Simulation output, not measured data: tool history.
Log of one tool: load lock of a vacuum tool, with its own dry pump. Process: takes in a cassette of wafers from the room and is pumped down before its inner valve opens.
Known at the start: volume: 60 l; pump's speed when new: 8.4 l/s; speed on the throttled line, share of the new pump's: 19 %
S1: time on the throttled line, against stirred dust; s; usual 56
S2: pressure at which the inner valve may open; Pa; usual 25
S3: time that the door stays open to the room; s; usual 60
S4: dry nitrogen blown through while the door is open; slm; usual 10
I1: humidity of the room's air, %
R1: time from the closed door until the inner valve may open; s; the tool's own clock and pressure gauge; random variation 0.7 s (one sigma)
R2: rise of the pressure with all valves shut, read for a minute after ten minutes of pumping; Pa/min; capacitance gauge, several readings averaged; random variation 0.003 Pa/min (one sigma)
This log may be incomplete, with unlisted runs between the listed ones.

| run | day | S1 | S2 | S3 | S4 | I1 | R1 | R2 |
|---|---|---|---|---|---|---|---|---|
| 1 | 0 | 56 | 25 | 60 | 10 | 43.2 | 105.1 | 0.046 |
| 2 | 19.408 | 56 | 25 | 60 | 10 | 47 | 105.3 | 0.049 |
| 3 | 36.488 | 56 | 25 | 32 | 10 | 44.1 | 105.7 | 0.04 |
| 4 | 52.438 | 56 | 25 | 59 | 10 | 46.1 | 105.3 | 0.052 |
| 5 | 71.108 | 56 | 25 | 59 | 10 | 45.6 | 105.4 | 0.053 |
|  | 82.675 | door's seal changed, seat wiped |
| 6 | 97.7 | 56 | 25 | 59 | 10 | 48.4 | 105.3 | 0.052 |
| 7 | 119.338 | 56 | 25 | 59 | 10 | 46.4 | 105.9 | 0.047 |
| 8 | 134.796 | 29 | 25 | 60 | 13 | 47.6 | 83 | 0.044 |
| 9 | 154.158 | 57 | 25 | 60 | 15 | 45.3 | 105.1 | 0.044 |
| 10 | 179.646 | 56 | 25 | 60 | 10 | 39.9 | 104.6 | 0.037 |
| 11 | 204.408 | 56 | 41 | 167 | 7 | 47.3 | 100.8 | 0.08 |
| 12 | 224.512 | 53 | 19 | 29 | 26 | 45.5 | 104.5 | 0.03 |

What does the tool deliver on the next run?
| 13 | 241.5 | 53 | 19 | 29 | 26 | 42.1 | ? | ? |

R1: 104.9 s
R2: 0.022 Pa/min
Without the tool's hidden state the same run would have given R1 104.8 s, R2 0.021 Pa/min.
